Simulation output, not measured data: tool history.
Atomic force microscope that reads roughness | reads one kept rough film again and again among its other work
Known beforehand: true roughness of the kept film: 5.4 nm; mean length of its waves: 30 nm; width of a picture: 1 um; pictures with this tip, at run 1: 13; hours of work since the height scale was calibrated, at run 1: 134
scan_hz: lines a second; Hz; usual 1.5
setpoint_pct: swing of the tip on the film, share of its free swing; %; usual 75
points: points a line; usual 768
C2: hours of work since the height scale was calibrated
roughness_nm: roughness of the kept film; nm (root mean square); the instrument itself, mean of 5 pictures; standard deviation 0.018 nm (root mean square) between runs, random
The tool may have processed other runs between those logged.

Run 1, hour 0: usual settings; pictures with this tip 13; C2 134. Result: roughness_nm 4.292 nm (root mean square).
Run 2, hour 9.8: usual settings but scan_hz 3.69 Hz; pictures with this tip 29; C2 139. Result: roughness_nm 3.711 nm (root mean square).
Run 3, hour 29.9: usual settings but setpoint_pct 83 %; pictures with this tip 63; C2 149. Result: roughness_nm 3.867 nm (root mean square).
Run 4, hour 46.5: usual settings but setpoint_pct 83 %; pictures with this tip 91; C2 157. Result: roughness_nm 3.723 nm (root mean square).
Run 5, hour 58.3: usual settings; pictures with this tip 110; C2 163. Result: roughness_nm 3.816 nm (root mean square).
Run 6, hour 66.8: usual settings but setpoint_pct 68 %; pictures with this tip 125; C2 167. Result: roughness_nm 3.882 nm (root mean square).
Run 7, hour 80: usual settings but setpoint_pct 68 %; pictures with this tip 147; C2 173. Result: roughness_nm 3.795 nm (root mean square).
Run 8, hour 88.9: usual settings but points 482; pictures with this tip 162; C2 178. Result: roughness_nm 3.6 nm (root mean square).
At hour 95.5: new tip fitted.
Run 9, hour 108.4: usual settings but scan_hz 1.39 Hz, points 482; pictures with this tip 22; C2 187. Result: roughness_nm 4.268 nm (root mean square).
Run 10, hour 123.4: usual settings; pictures with this tip 47; C2 194. Result: roughness_nm 4.134 nm (root mean square).
Run 11, hour 140.3: usual settings; pictures with this tip 75; C2 203. Result: roughness_nm 3.978 nm (root mean square).
Run 12, hour 155.4: usual settings; pictures with this tip 101; C2 210. Result: roughness_nm 3.863 nm (root mean square).
Run 13, hour 166.8: usual settings; pictures with this tip 120; C2 216. Result: roughness_nm 3.802 nm (root mean square).
Run 14, hour 186.9: usual settings but points 900; pictures with this tip 154; C2 225. Result: roughness_nm 3.669 nm (root mean square).
At hour 197.7: new tip fitted.
Run 15, hour 203.3: usual settings but points 785; pictures with this tip 9; C2 233. Result: roughness_nm 4.314 nm (root mean square).
Run 16, hour 215: usual settings but points 785; pictures with this tip 29; C2 239. Result: roughness_nm 4.202 nm (root mean square).
Run 17, hour 227.6: usual settings but points 377; pictures with this tip 50; C2 245. Result: roughness_nm 4.082 nm (root mean square).
Run 18, hour 247.2: usual settings but setpoint_pct 60 %, points 446; pictures with this tip 83; C2 255. Result: roughness_nm 4.187 nm (root mean square).
Run 19, hour 259.7: usual settings but setpoint_pct 60 %, points 446; pictures with this tip 104; C2 261. Result: roughness_nm 4.066 nm (root mean square).
Run 20, hour 278.4: usual settings but setpoint_pct 57 %, points 678; pictures with this tip 135; C2 270. Result: roughness_nm 4.008 nm (root mean square).
Run 21, hour 295.5: usual settings but setpoint_pct 57 %, points 678; pictures with this tip 164; C2 278. Result: roughness_nm 3.893 nm (root mean square).
At hour 300.4: new tip fitted.
Run 22, hour 306: usual settings but setpoint_pct 81 %, points 296; pictures with this tip 10; C2 283. Result: roughness_nm 4.048 nm (root mean square).
Run 23, hour 314.9: usual settings but scan_hz 2.19 Hz, setpoint_pct 81 %, points 340; pictures with this tip 25; C2 288. Result: roughness_nm 3.81 nm (root mean square).
Run 24, hour 324.1: usual settings but scan_hz 2.19 Hz, setpoint_pct 81 %, points 439; pictures with this tip 40; C2 292. Result: roughness_nm 3.72 nm (root mean square).
Run 25, hour 342.8: usual settings but scan_hz 2.19 Hz, setpoint_pct 81 %, points 439; pictures with this tip 72; C2 301. Result: roughness_nm 3.614 nm (root mean square).
Run 26, hour 362.2: usual settings but scan_hz 0.54 Hz, setpoint_pct 81 %, points 439; pictures with this tip 104; C2 311. Result: roughness_nm 4.028 nm (root mean square).
Run 27, hour 377.4: usual settings but scan_hz 0.54 Hz, setpoint_pct 81 %, points 439; pictures with this tip 130; C2 318. Result: roughness_nm 3.914 nm (root mean square).
Run 28, hour 388.4: usual settings but scan_hz 3.12 Hz, setpoint_pct 62 %, points 257; pictures with this tip 148; C2 324. Result: roughness_nm 3.597 nm (root mean square).
Run 29, hour 398.6: usual settings but scan_hz 3.05 Hz, setpoint_pct 84 %, points 606; pictures with this tip 165; C2 329. Result: roughness_nm 2.985 nm (root mean square).

5 options for the next run, each taken on its own from the tool as it stands now. Forecast them:
At hour 402.4: new tip fitted.
Run A, hour 410.4: usual settings but scan_hz 1.75 Hz, setpoint_pct 84 %, points 645; pictures with this tip 13; C2 334. Result: roughness_nm ?.
At hour 402.4: new tip fitted.
Run B, hour 410.4: usual settings but scan_hz 2.67 Hz, setpoint_pct 72 %, points 347; pictures with this tip 13; C2 334. Result: roughness_nm ?.
At hour 402.4: new tip fitted.
Run C, hour 410.4: usual settings but scan_hz 3.05 Hz, setpoint_pct 84 %, points 469; pictures with this tip 13; C2 334. Result: roughness_nm ?.
At hour 402.4: new tip fitted.
Run D, hour 410.4: usual settings but scan_hz 0.84 Hz, setpoint_pct 87 %; pictures with this tip 13; C2 334. Result: roughness_nm ?.
At hour 402.4: new tip fitted.
Run E, hour 410.4: usual settings but scan_hz 0.72 Hz, setpoint_pct 82 %, points 524; pictures with this tip 13; C2 334. Result: roughness_nm ?.

run  roughness_nm
  A         3.976
  B         4.073
  C         3.565
  D         4.302
  E         4.417
Stripped of hidden state, with their random variation kept, the same runs would have yielded:
run  roughness_nm
  A          4.03
  B         4.128
  C         3.613
  D          4.36
  E         4.477
